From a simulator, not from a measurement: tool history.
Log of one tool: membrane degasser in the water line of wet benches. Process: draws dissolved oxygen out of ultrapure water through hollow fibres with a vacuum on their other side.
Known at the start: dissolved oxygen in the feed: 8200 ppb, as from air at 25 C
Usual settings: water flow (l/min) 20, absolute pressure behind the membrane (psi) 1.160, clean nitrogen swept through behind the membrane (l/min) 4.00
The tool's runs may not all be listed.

run,hour,water flow (l/min),absolute pressure behind the membrane (psi),clean nitrogen swept through behind the membrane (l/min),dissolved oxygen in the water behind the degasser (ppb),pressure that the water loses in the fibres (psi)
1,0.0,20,1.160,4.00,64.3,4.052
2,108.0,20,1.160,4.00,65.0,4.054
3,210.8,13,1.160,4.00,40.8,2.572
4,306.0,13,1.160,4.00,40.8,2.618
5,426.1,13,1.666,4.00,71.6,2.672
6,536.5,20,0.963,4.00,48.5,4.106
7,620.4,20,1.160,4.00,66.3,4.080
8,707.2,20,1.160,4.00,65.5,4.071
9,831.3,20,2.277,4.00,160.8,4.071
10,966.6,27,1.160,4.00,94.0,5.522
11,1101.1,17,1.160,4.00,54.7,3.448
12,1163.6,14,1.160,4.00,44.8,2.849
13,1294.7,14,1.160,4.00,43.7,2.854
14,1374.5,14,1.160,4.00,44.0,2.847
15,1518.6,14,1.160,4.00,46.0,2.875
16,1649.6,14,1.160,4.00,44.3,2.862
17,1750.4,14,1.160,4.00,45.3,2.862
18,1817.2,20,1.356,4.00,82.8,4.078
19,1960.9,20,1.356,4.00,83.5,4.058
20,2071.0,12,2.495,3.49,123.2,2.429
21,2157.7,12,2.495,3.49,124.3,2.397
22,2251.7,13,2.364,11.99,39.0,2.641
23,2337.5,13,2.364,11.99,38.5,2.634
24,2399.9,13,1.649,11.99,24.2,2.659
25,2498.5,24,1.411,4.36,103.6,4.894
26,2567.9,24,1.411,4.36,101.0,4.872
27,2695.2,20,1.160,3.11,84.4,4.065
28,2829.9,26,0.991,2.03,126.7,5.342
29,2946.7,16,1.098,3.60,53.3,3.287
30,3043.9,15,2.065,4.00,110.0,3.021
31,3131.2,18,1.771,4.00,108.6,3.691
32,3215.5,16,2.738,2.39,259.2,3.236

Some steps in dissolved oxygen in the water behind the degasser (ppb) between neighbouring runs. How much of each would the tool show without its hidden state too (settings, what came in, random variation), and how much is left for the hidden state, with any gauge scatter that isn't in both results?
The hidden state here: membrane still open, %; true pressure behind the membrane over the reading, kPa; air that leaks in behind the membrane, l/min; drift of the gauge itself on oxygen_ppb, %; drift of the gauge itself on loss_of_pressure_kpa, %.
Run 8 -> 9: absolute pressure behind the membrane (psi) 1.160 -> 2.277. dissolved oxygen in the water behind the degasser (ppb) +95.3: hidden state +1.4, all else +93.9.
Run 21 -> 22: water flow (l/min) 12 -> 13, absolute pressure behind the membrane (psi) 2.495 -> 2.364, clean nitrogen swept through behind the membrane (l/min) 3.49 -> 11.99. dissolved oxygen in the water behind the degasser (ppb) -85.3: hidden state -3.2, all else -82.1.
Run 28 -> 29: water flow (l/min) 26 -> 16, absolute pressure behind the membrane (psi) 0.991 -> 1.098, clean nitrogen swept through behind the membrane (l/min) 2.03 -> 3.60. dissolved oxygen in the water behind the degasser (ppb) -73.4: hidden state -4.0, all else -69.4.
Run 31 -> 32: water flow (l/min) 18 -> 16, absolute pressure behind the membrane (psi) 1.771 -> 2.738, clean nitrogen swept through behind the membrane (l/min) 4.00 -> 2.39. dissolved oxygen in the water behind the degasser (ppb) +150.6: hidden state +4.1, all else +146.5.

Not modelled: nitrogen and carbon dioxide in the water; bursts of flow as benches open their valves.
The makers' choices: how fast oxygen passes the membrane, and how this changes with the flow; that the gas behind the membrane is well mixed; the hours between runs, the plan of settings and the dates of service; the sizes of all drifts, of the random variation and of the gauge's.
